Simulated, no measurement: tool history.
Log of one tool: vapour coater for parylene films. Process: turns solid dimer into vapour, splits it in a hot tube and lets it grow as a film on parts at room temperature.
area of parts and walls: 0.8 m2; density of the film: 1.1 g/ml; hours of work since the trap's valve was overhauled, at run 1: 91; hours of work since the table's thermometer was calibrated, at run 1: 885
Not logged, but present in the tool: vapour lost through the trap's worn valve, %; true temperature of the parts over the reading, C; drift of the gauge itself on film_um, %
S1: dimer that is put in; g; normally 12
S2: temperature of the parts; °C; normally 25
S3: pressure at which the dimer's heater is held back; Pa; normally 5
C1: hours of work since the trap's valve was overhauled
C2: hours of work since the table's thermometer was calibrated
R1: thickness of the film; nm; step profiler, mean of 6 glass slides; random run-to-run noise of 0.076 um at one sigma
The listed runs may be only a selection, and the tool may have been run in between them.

| run | hour | S1 | S2 | S3 | C1 | C2 | R1 |
|---|---|---|---|---|---|---|---|
| 1 | 0 | 12 | 25 | 5 | 91 | 885 | 8640 |
| 2 | 37.4 | 12 | 25 | 5 | 120 | 914 | 8320 |
| 3 | 76.5 | 12 | 25 | 2.58 | 150 | 944 | 9410 |
| 4 | 100.9 | 16 | 25 | 5 | 169 | 963 | 10930 |
| 5 | 133.3 | 16 | 25 | 5 | 194 | 988 | 10880 |
| 6 | 181.5 | 12 | 25 | 5 | 231 | 1025 | 7910 |
| 7 | 209.9 | 12 | 25 | 5 | 253 | 1047 | 7880 |
|  | 214.1 | table's thermometer calibrated |
| 8 | 233.8 | 12 | 25 | 5 | 270 | 15 | 7840 |
| 9 | 261.1 | 12 | 25 | 5 | 291 | 36 | 7650 |
| 10 | 304 | 7 | 35 | 9.54 | 324 | 69 | 2690 |
| 11 | 345 | 5 | 23 | 3.55 | 356 | 101 | 3540 |
|  | 364.9 | trap's valve overhauled |
| 12 | 390.1 | 5 | 23 | 3.55 | 19 | 132 | 4170 |
|  | 419 | table's thermometer calibrated, once more |
| 13 | 423.3 | 5 | 23 | 3.55 | 44 | 3 | 4390 |
| 14 | 445.6 | 5 | 23 | 3.55 | 61 | 20 | 4350 |

What does the tool deliver on the next run?
| 15 | 486.1 | 5 | 23 | 3.55 | 93 | 52 | ? |

{"run 15": {"R1": 4220}}
Without the tool's hidden state the same run would have given R1 4400 nm.
